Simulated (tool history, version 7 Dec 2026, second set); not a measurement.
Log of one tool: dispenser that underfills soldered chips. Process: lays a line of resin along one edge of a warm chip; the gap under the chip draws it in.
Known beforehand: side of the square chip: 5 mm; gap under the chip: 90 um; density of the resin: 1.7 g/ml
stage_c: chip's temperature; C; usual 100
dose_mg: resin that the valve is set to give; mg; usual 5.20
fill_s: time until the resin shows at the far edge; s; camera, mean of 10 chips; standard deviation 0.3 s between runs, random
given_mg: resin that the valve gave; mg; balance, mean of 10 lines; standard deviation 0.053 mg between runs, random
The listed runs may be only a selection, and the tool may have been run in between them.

run   hour  stage_c  dose_mg  fill_s  given_mg
  1    0.0      100     5.20     8.0      5.03
       6.3  -- new syringe of resin
  2   11.3      100     5.20     5.8      4.97
  3   20.5      100     5.20     9.8      4.98
      22.4  -- new syringe of resin
  4   36.1      100     5.20     9.8      4.91
      37.9  -- new syringe of resin
  5   50.5      100     5.20     8.8      4.88
      53.4  -- new syringe of resin
      64.5  -- dispensing valve cleaned and set on the balance
  6   66.5      100     5.20     8.8      5.19
      70.1  -- new syringe of resin
  7   76.4      100     5.24     6.5      5.19
      86.2  -- new syringe of resin
  8   86.9       86     5.24     8.9      5.09
     102.6  -- new syringe of resin
  9  103.2      100     5.20     4.6      5.09
     118.6  -- new syringe of resin
 10  120.5      100     4.77     5.6      4.69
     134.7  -- new syringe of resin
 11  134.7      100     4.77     4.7      4.66
 12  149.8      100     4.77    11.0      4.61
     151.5  -- new syringe of resin
 13  166.2      100     5.20    10.3      4.94
     168.0  -- new syringe of resin
 14  174.4      100     4.87     6.3      4.69
 15  181.6      100     4.87    10.2      4.61
     184.4  -- new syringe of resin
 16  197.8      100     4.87     9.8      4.61
     201.5  -- new syringe of resin
     202.5  -- dispensing valve cleaned and set on the balance
 17  209.4      100     4.87     6.2      4.91
     218.1  -- new syringe of resin
 18  218.1      101     4.87     4.5      4.80
 19  227.2      104     5.21     6.5      5.16
     234.6  -- new syringe of resin
 20  239.0       88     4.48    10.2      4.36
 21  246.9      100     4.42     9.8      4.35
     250.1  -- new syringe of resin
 22  264.7      101     6.24     9.3      6.13
     266.0  -- new syringe of resin
 23  273.9      101     6.24     6.5      5.97
     282.6  -- new syringe of resin
 24  290.6      103     5.18     5.8      4.88
     298.3  -- new syringe of resin
 25  298.3      100     4.75     4.9      4.53
 26  308.2      100     4.75     8.6      4.44
     314.6  -- new syringe of resin
 27  323.5      113     4.79     4.4      4.44
     330.9  -- new syringe of resin
     339.1  -- dispensing valve cleaned and set on the balance
 28  342.1      107     6.52     6.0      6.51
     347.9  -- new syringe of resin
 29  351.2      110     6.52     3.3      6.51
 30  359.9      110     6.52     5.6      6.48
     364.0  -- new syringe of resin
     370.8  -- stage's temperature calibrated
 31  376.5      110     6.52     5.2      6.42
     381.5  -- new syringe of resin
 32  390.3      112     4.56     4.8      4.44
     397.7  -- new syringe of resin
 33  408.1      112     5.67     4.4      5.40
     413.4  -- new syringe of resin
 34  419.3      113     4.56     3.7      4.34

Same runs, no hidden state in the tool, same run-to-run variation:
What the log doesn't record here: resin's viscosity, % of fresh resin's; dose that the valve gives, % of what is set; true chip temperature over the reading, C; drift of the gauge itself on fill_s, %; drift of the gauge itself on given_mg, %.
run  fill_s  given_mg
  1     4.6      5.23
  2     4.3      5.19
  3     4.5      5.23
  4     4.6      5.21
  5     4.1      5.21
  6     4.8      5.18
  7     4.6      5.21
  8     8.7      5.13
  9     4.4      5.17
 10     4.8      4.80
 11     4.5      4.80
 12     4.7      4.79
 13     4.6      5.17
 14     4.2      4.92
 15     5.0      4.86
 16     4.5      4.90
 17     3.9      4.95
 18     4.4      4.86
 19     3.9      5.24
 20     7.7      4.46
 21     5.0      4.47
 22     4.0      6.35
 23     3.9      6.22
 24     3.5      5.13
 25     4.6      4.78
 26     4.8      4.71
 27     2.5      4.74
 28     3.4      6.53
 29     2.6      6.57
 30     2.8      6.57
 31     2.7      6.55
 32     2.9      4.56
 33     2.3      5.60
 34     2.5      4.53
